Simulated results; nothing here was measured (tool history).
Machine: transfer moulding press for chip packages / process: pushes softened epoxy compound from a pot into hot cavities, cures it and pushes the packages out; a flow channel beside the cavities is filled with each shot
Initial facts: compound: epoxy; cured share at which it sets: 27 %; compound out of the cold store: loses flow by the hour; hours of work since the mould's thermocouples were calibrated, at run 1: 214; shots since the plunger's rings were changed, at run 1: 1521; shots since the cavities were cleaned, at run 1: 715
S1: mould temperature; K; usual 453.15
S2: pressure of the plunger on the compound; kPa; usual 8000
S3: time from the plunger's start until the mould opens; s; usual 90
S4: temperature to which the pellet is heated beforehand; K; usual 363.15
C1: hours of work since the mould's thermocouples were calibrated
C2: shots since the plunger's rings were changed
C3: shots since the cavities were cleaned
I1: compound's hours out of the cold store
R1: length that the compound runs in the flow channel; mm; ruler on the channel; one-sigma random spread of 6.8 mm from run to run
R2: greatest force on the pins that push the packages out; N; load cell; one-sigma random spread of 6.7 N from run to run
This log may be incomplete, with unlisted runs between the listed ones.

Run 1, hour 0.0: usual settings; C1 214; C2 1521; C3 715; I1 45.7. Result: R1 677 mm, R2 394 N.
At hour 13.2: cavities cleaned with cleaning compound and waxed.
Run 2, hour 50.9: usual settings but S2 6290 kPa; C1 246; C2 2136; C3 469; I1 20.5. Result: R1 648 mm, R2 365 N.
At hour 81.4: cavities cleaned with cleaning compound and waxed.
Run 3, hour 109.8: usual settings but S2 6290 kPa; C1 283; C2 2851; C3 354; I1 43.7. Result: R1 586 mm, R2 319 N.
At hour 153.2: cavities cleaned with cleaning compound and waxed.
Run 4, hour 158.0: usual settings but S2 9670 kPa; C1 313; C2 3432; C3 59; I1 42.5. Result: R1 719 mm, R2 264 N.
Run 5, hour 185.6: usual settings but S2 9670 kPa; C1 331; C2 3777; C3 404; I1 24.2. Result: R1 765 mm, R2 343 N.
At hour 220.4: cavities cleaned with cleaning compound and waxed.
Run 6, hour 222.1: usual settings but S2 9670 kPa; C1 353; C2 4212; C3 21; I1 21.1. Result: R1 763 mm, R2 273 N.
Run 7, hour 252.1: usual settings but S2 9670 kPa; C1 373; C2 4586; C3 395; I1 46.8. Result: R1 693 mm, R2 337 N.
At hour 276.2: plunger's sealing rings changed.
At hour 291.2: cavities cleaned with cleaning compound and waxed.
Run 8, hour 313.7: usual settings; C1 410; C2 448; C3 280; I1 45.4. Result: R1 675 mm, R2 305 N.
At hour 359.0: cavities cleaned with cleaning compound and waxed.
Run 9, hour 366.7: usual settings; C1 443; C2 1089; C3 96; I1 19.7. Result: R1 748 mm, R2 282 N.
Run 10, hour 421.7: usual settings; C1 478; C2 1774; C3 781; I1 25.2. Result: R1 718 mm, R2 405 N.
At hour 428.0: cavities cleaned with cleaning compound and waxed.
Run 11, hour 456.7: usual settings; C1 500; C2 2191; C3 357; I1 9.3. Result: R1 766 mm, R2 357 N.
At hour 496.6: cavities cleaned with cleaning compound and waxed.
Run 12, hour 498.2: usual settings but S3 100 s; C1 526; C2 2690; C3 21; I1 19.7. Result: R1 714 mm, R2 217 N.
Run 13, hour 546.2: usual settings but S3 100 s; C1 556; C2 3287; C3 618; I1 46.8. Result: R1 651 mm, R2 299 N.
At hour 566.0: cavities cleaned with cleaning compound and waxed.
Run 14, hour 593.6: usual settings but S3 100 s; C1 586; C2 3859; C3 343; I1 10.5. Result: R1 737 mm, R2 282 N.
At hour 632.9: cavities cleaned with cleaning compound and waxed.
Run 15, hour 658.0: usual settings but S1 452.15 K, S2 9490 kPa, S3 100 s; C1 626; C2 4642; C3 312; I1 39.1. Result: R1 706 mm, R2 270 N.
At hour 675.0: plunger's sealing rings changed.
At hour 704.9: cavities cleaned with cleaning compound and waxed.
Run 16, hour 727.5: usual settings but S1 452.15 K, S2 9490 kPa, S3 100 s; C1 669; C2 636; C3 281; I1 27.9. Result: R1 801 mm, R2 273 N.
At hour 771.9: cavities cleaned with cleaning compound and waxed.
Run 17, hour 793.4: usual settings but S1 456.15 K, S2 9080 kPa, S4 358.15 K; C1 710; C2 1437; C3 267; I1 44.9. Result: R1 700 mm, R2 269 N.
At hour 840.9: cavities cleaned with cleaning compound and waxed.
Run 18, hour 850.9: usual settings but S1 456.15 K, S2 9080 kPa, S4 358.15 K; C1 746; C2 2135; C3 124; I1 32.6. Result: R1 730 mm, R2 240 N.
Run 19, hour 879.3: usual settings but S2 9390 kPa; C1 764; C2 2489; C3 478; I1 14.6. Result: R1 806 mm, R2 355 N.
At hour 907.6: cavities cleaned with cleaning compound and waxed.
Run 20, hour 941.5: usual settings but S1 456.15 K, S2 6030 kPa, S3 104 s, S4 367.15 K; C1 804; C2 3245; C3 422; I1 33.7. Result: R1 572 mm, R2 263 N.

What will run 21 give?
At hour 979.1: cavities cleaned with cleaning compound and waxed.
Run 21, hour 979.5: usual settings but S3 95 s, S4 356.15 K; C1 827; C2 3699; C3 5; I1 38.7. Result: R1 ?, R2 ?.

{"run 21": {"R1": 658, "R2": 221}}
With no hidden state in the tool, this same run would have given R1 710 mm, R2 233 N.

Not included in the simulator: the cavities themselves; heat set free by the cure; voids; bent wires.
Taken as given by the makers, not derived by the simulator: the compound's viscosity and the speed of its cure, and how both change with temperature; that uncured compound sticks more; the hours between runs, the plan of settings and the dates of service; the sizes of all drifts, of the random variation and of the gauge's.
